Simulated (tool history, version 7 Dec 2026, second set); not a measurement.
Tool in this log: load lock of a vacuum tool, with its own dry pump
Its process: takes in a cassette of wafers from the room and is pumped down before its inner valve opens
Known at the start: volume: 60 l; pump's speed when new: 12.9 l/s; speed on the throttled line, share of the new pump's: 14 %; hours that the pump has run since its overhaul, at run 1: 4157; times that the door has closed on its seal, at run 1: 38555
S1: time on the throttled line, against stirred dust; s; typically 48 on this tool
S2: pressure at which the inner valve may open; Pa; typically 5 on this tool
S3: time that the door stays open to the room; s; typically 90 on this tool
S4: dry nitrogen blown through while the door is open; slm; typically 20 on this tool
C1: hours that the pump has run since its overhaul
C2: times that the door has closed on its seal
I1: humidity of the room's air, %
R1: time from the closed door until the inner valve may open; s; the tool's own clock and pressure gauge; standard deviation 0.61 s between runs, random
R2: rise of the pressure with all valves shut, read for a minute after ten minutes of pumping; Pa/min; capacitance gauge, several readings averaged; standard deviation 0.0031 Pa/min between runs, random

Run 1, hour 0: usual settings; C1 4157; C2 38555; I1 45. Result: R1 90.4 s, R2 0.17 Pa/min.
Run 2, hour 132.6: usual settings; C1 4290; C2 39081; I1 46.8. Result: R1 90.3 s, R2 0.174 Pa/min.
Run 3, hour 357.3: usual settings but S1 46 s; C1 4514; C2 39972; I1 45.6. Result: R1 88.1 s, R2 0.183 Pa/min.
Run 4, hour 510.6: usual settings; C1 4668; C2 40579; I1 45.4. Result: R1 90.4 s, R2 0.181 Pa/min.
Run 5, hour 616.4: usual settings; C1 4773; C2 40999; I1 47.2. Result: R1 91.7 s, R2 0.186 Pa/min.
Run 6, hour 795.6: usual settings; C1 4953; C2 41709; I1 43.5. Result: R1 90.5 s, R2 0.18 Pa/min.
Run 7, hour 930.9: usual settings; C1 5088; C2 42245; I1 45.7. Result: R1 90.5 s, R2 0.196 Pa/min.
Run 8, hour 1075.9: usual settings but S4 6 slm; C1 5233; C2 42820; I1 46.5. Result: R1 91.9 s, R2 0.213 Pa/min.
Run 9, hour 1178.1: usual settings but S4 6 slm; C1 5335; C2 43225; I1 43.2. Result: R1 91.6 s, R2 0.209 Pa/min.
Run 10, hour 1341.4: usual settings but S2 9 Pa, S3 55 s, S4 6 slm; C1 5498; C2 43873; I1 48.4. Result: R1 87.7 s, R2 0.194 Pa/min.
Run 11, hour 1484.7: usual settings but S2 9 Pa, S3 55 s, S4 6 slm; C1 5642; C2 44441; I1 43.6. Result: R1 88.2 s, R2 0.196 Pa/min.
Run 12, hour 1640.1: usual settings but S1 42 s, S3 36 s; C1 5797; C2 45057; I1 44.6. Result: R1 86.9 s, R2 0.174 Pa/min.
Run 13, hour 1807.5: usual settings but S1 38 s, S2 6 Pa, S3 34 s; C1 5964; C2 45721; I1 38.3. Result: R1 82.5 s, R2 0.169 Pa/min.
Run 14, hour 2034.5: usual settings but S1 92 s, S3 120 s, S4 31 slm; C1 6191; C2 46621; I1 40.9. Result: R1 126.3 s, R2 0.21 Pa/min.
Run 15, hour 2266.3: usual settings but S1 33 s, S2 6 Pa, S3 130 s, S4 7 slm; C1 6423; C2 47539; I1 46.5. Result: R1 78.2 s, R2 0.263 Pa/min.
Run 16, hour 2425.6: usual settings but S1 33 s, S2 6 Pa, S3 130 s, S4 7 slm; C1 6583; C2 48171; I1 46.9. Result: R1 77 s, R2 0.272 Pa/min.
Run 17, hour 2590.6: usual settings but S1 55 s, S3 228 s; C1 6748; C2 48825; I1 45.8. Result: R1 97.7 s, R2 0.287 Pa/min.

Forecast each of these 3 alternatives for the next run:
At hour 2605.4: door's seal changed, seat wiped.
Run A, hour 2688: usual settings but S1 55 s, S2 9 Pa, S3 28 s; C1 6843; C2 328; I1 45.6. Result: R1 ?, R2 ?.
At hour 2605.4: door's seal changed, seat wiped.
Run B, hour 2688: usual settings but S1 41 s; C1 6843; C2 328; I1 43.3. Result: R1 ?, R2 ?.
At hour 2605.4: door's seal changed, seat wiped.
Run C, hour 2688: usual settings but S1 55 s, S3 228 s, S4 16 slm; C1 6843; C2 328; I1 44.9. Result: R1 ?, R2 ?.

run    R1     R2
  A  95.8  0.026
  B  85.9  0.066
  C  97.4   0.14
With the hidden condition removed and each run's random variation left untouched, the same runs would have given:
run    R1     R2
  A    92  0.025
  B  81.6  0.065
  C  93.3   0.14
